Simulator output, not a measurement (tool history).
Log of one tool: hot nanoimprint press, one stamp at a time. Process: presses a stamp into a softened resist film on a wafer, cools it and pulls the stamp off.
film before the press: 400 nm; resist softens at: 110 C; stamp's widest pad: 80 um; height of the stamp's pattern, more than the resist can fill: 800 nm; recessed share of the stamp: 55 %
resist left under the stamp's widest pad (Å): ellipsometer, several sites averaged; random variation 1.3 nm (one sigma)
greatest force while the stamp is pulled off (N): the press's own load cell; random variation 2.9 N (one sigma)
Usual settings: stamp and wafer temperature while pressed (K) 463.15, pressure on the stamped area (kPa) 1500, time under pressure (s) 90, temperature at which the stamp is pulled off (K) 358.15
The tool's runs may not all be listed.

run,hour,stamp and wafer temperature while pressed (K),pressure on the stamped area (kPa),time under pressure (s),temperature at which the stamp is pulled off (K),resist left under the stamp's widest pad (Å),greatest force while the stamp is pulled off (N)
1,0,463.15,1500,90,358.15,2041,148
2,61.3,463.15,1500,90,358.15,2047,149
# hour 86.1: press's hydraulic seals changed and the load cell set to zero
# hour 94.9: stamp cleaned and given a new release coat
3,133.1,463.15,1230,90,358.15,2196,147
4,169.2,463.15,1500,90,358.15,2008,147
5,224.5,463.15,1500,90,358.15,1998,150
6,258.3,463.15,1500,90,356.15,2009,153
# hour 281.2: plate thermocouple calibrated
# hour 291.5: stamp cleaned and given a new release coat
7,308.3,463.15,1500,90,356.15,2031,152
8,347.4,463.15,1500,90,356.15,2020,151
9,380.1,463.15,1500,90,356.15,2018,155
10,426.2,463.15,1500,90,356.15,2000,158
11,468.2,463.15,1500,90,358.15,2038,150
# hour 482.7: stamp cleaned and given a new release coat
12,514.7,463.15,1500,96,358.15,1974,146
13,557.7,463.15,1500,96,358.15,1984,146
14,618.3,463.15,1760,96,358.15,1823,150
# hour 674.6: stamp cleaned and given a new release coat
15,685.7,463.15,1760,96,363.15,1820,133
16,735.9,463.15,1760,96,363.15,1845,133
17,780.5,465.15,1500,49,349.15,2297,177
18,825.4,465.15,1500,90,358.15,1879,149
# hour 867: stamp cleaned and given a new release coat
19,890.4,463.15,1500,47,349.15,2466,172
20,942.3,453.15,1710,90,358.15,2732,150
# hour 955.8: plate thermocouple calibrated
21,986.1,453.15,1710,90,358.15,2748,150
22,1037.7,453.15,1710,90,358.15,2773,147
# hour 1063.8: stamp cleaned and given a new release coat
23,1093.2,457.15,960,54,358.15,3219,147
24,1150.2,457.15,960,54,358.15,3260,148
25,1179.9,457.15,1940,64,345.15,2531,185
26,1210.6,469.15,1500,88,358.15,1640,147
# hour 1258.1: stamp cleaned and given a new release coat
27,1268.1,466.15,1170,88,357.15,2021,150
28,1317,466.15,1170,88,357.15,2034,149
# hour 1344.6: press's hydraulic seals changed and the load cell set to zero
29,1376.4,451.15,1170,88,355.15,3233,152

4 ways to go on from here, each from the tool as it stands after run 29. What would each give?
A,1430.2,463.15,1580,97,356.15,?,?
B,1430.2,475.15,1170,102,355.15,?,?
C,1430.2,468.15,2020,90,351.15,?,?
D,1430.2,451.15,1120,88,355.15,?,?

run,resist left under the stamp's widest pad (Å),greatest force while the stamp is pulled off (N)
A,1903,154
B,1360,156
C,1419,170
D,3304,155
Without the tool's hidden state the same runs would have given:
run,resist left under the stamp's widest pad (Å),greatest force while the stamp is pulled off (N)
A,1909,153
B,1364,155
C,1424,168
D,3310,153
